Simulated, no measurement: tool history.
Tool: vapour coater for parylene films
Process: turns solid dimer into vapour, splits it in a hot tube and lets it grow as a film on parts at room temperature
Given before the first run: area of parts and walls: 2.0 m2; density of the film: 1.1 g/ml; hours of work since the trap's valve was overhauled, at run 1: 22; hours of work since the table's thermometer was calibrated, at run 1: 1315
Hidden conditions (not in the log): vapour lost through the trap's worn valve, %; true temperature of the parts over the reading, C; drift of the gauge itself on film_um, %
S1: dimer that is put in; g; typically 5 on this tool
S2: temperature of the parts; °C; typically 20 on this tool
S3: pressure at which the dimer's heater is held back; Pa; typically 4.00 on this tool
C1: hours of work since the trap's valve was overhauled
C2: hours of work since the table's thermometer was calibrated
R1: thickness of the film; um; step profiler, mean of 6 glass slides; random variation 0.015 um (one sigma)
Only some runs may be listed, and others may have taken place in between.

run   hour  S1  S2    S3   C1    C2    R1
  1    0.0   5  20  4.00   22  1315  1.49
  2   24.8   5  20  4.00   40  1332  1.49
  3   60.4   5  20  4.00   64  1356  1.46
  4  105.1   5  20  4.00   95  1388  1.48
  5  134.2   5  20  2.30  116  1408  1.65
  6  185.0   5  20  2.30  151  1443  1.64
  7  216.9   5  20  2.30  173  1465  1.58
  8  247.0   2  20  2.30  194  1486  0.65
  9  289.2   5  28  9.56  224  1516  0.91
     295.9  -- trap's valve overhauled
 10  332.0   5  15  9.56   25  1543  1.43
 11  366.5   5  30  2.87   49  1567  1.05

Forecast run 12:
     409.4  -- trap's valve overhauled, once more
 12  410.9   3  18  3.34   1  1595   ?

{"run 12": {"R1": 0.99}}
With the hidden condition absent and the run-to-run variation left alone, this run would have shown R1 1.03 um.
